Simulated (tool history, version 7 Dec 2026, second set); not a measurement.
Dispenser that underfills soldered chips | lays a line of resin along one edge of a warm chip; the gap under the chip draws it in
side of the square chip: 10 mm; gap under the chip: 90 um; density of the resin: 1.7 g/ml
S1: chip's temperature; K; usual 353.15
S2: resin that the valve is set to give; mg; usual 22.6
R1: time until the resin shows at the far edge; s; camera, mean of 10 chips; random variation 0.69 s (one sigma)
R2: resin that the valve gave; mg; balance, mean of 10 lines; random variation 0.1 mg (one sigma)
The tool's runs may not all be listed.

| run | hour | S1 | S2 | R1 | R2 |
|---|---|---|---|---|---|
| 1 | 0.0 | 353.15 | 22.6 | 79.1 | 22.43 |
| 2 | 6.4 | 353.15 | 22.6 | 94.4 | 22.19 |
|  | 10.2 | new syringe of resin |
| 3 | 13.4 | 353.15 | 22.6 | 70.0 | 22.34 |
| 4 | 19.0 | 353.15 | 22.6 | 83.0 | 22.22 |
| 5 | 25.3 | 353.15 | 22.6 | 98.2 | 22.38 |
|  | 28.9 | new syringe of resin |
| 6 | 30.8 | 353.15 | 22.6 | 67.8 | 21.94 |
| 7 | 37.6 | 350.15 | 22.6 | 91.7 | 22.23 |
| 8 | 42.1 | 340.15 | 22.6 | 163.0 | 22.12 |
|  | 47.6 | new syringe of resin |
| 9 | 48.4 | 340.15 | 22.6 | 115.2 | 22.13 |
| 10 | 55.8 | 340.15 | 22.6 | 145.5 | 22.15 |
| 11 | 62.6 | 353.15 | 22.1 | 97.7 | 21.58 |
|  | 66.1 | new syringe of resin |
| 12 | 69.9 | 353.15 | 22.1 | 74.2 | 21.28 |
| 13 | 76.2 | 353.15 | 22.1 | 87.7 | 21.55 |
| 14 | 80.3 | 353.15 | 22.6 | 96.0 | 21.75 |
|  | 84.8 | new syringe of resin |
| 15 | 87.1 | 353.15 | 22.6 | 68.9 | 21.78 |
| 16 | 93.4 | 353.15 | 22.6 | 81.3 | 21.72 |
| 17 | 98.1 | 353.15 | 22.6 | 93.2 | 21.68 |
| 18 | 101.2 | 353.15 | 22.6 | 99.6 | 21.70 |
|  | 103.5 | new syringe of resin |
| 19 | 109.1 | 353.15 | 22.6 | 75.6 | 21.66 |
| 20 | 115.0 | 347.15 | 20.4 | 118.3 | 19.56 |
| 21 | 119.7 | 347.15 | 20.4 | 133.2 | 19.36 |
|  | 122.2 | new syringe of resin |
| 22 | 126.6 | 347.15 | 20.4 | 98.4 | 19.40 |
| 23 | 131.9 | 347.15 | 20.4 | 113.3 | 19.52 |
| 24 | 139.0 | 362.15 | 24.6 | 70.1 | 23.43 |
|  | 141.0 | new syringe of resin |
|  | 143.7 | dispensing valve cleaned and set on the balance |
| 25 | 146.6 | 364.15 | 20.5 | 48.6 | 20.55 |
| 26 | 154.1 | 341.15 | 25.2 | 149.1 | 25.13 |
| 27 | 160.1 | 348.15 | 19.9 | 137.6 | 19.75 |
|  | 161.1 | new syringe of resin |
| 28 | 167.5 | 346.15 | 21.7 | 108.9 | 21.59 |
| 29 | 171.8 | 344.15 | 19.6 | 135.5 | 19.39 |
| 30 | 178.1 | 344.15 | 19.6 | 159.9 | 19.34 |
|  | 179.9 | new syringe of resin |
| 31 | 182.6 | 368.15 | 19.6 | 41.5 | 19.38 |
| 32 | 187.3 | 349.15 | 25.9 | 95.6 | 25.38 |
| 33 | 192.7 | 356.15 | 27.2 | 81.3 | 26.80 |
|  | 198.4 | new syringe of resin |
| 34 | 200.1 | 359.15 | 27.2 | 53.9 | 26.97 |
| 35 | 205.8 | 352.15 | 20.6 | 88.5 | 20.14 |

3 ways to go on from here, each from the tool as it stands after run 35. What would each give?
| A | 213.2 | 345.15 | 20.6 | ? | ? |
| B | 213.2 | 364.15 | 19.2 | ? | ? |
| C | 213.2 | 360.15 | 22.6 | ? | ? |

| run | R1 | R2 |
|---|---|---|
| A | 143.3 | 20.11 |
| B | 66.4 | 18.78 |
| C | 73.7 | 22.26 |
Without the tool's hidden state the same runs would have given:
| run | R1 | R2 |
|---|---|---|
| A | 89.7 | 20.54 |
| B | 41.8 | 19.18 |
| C | 46.4 | 22.73 |
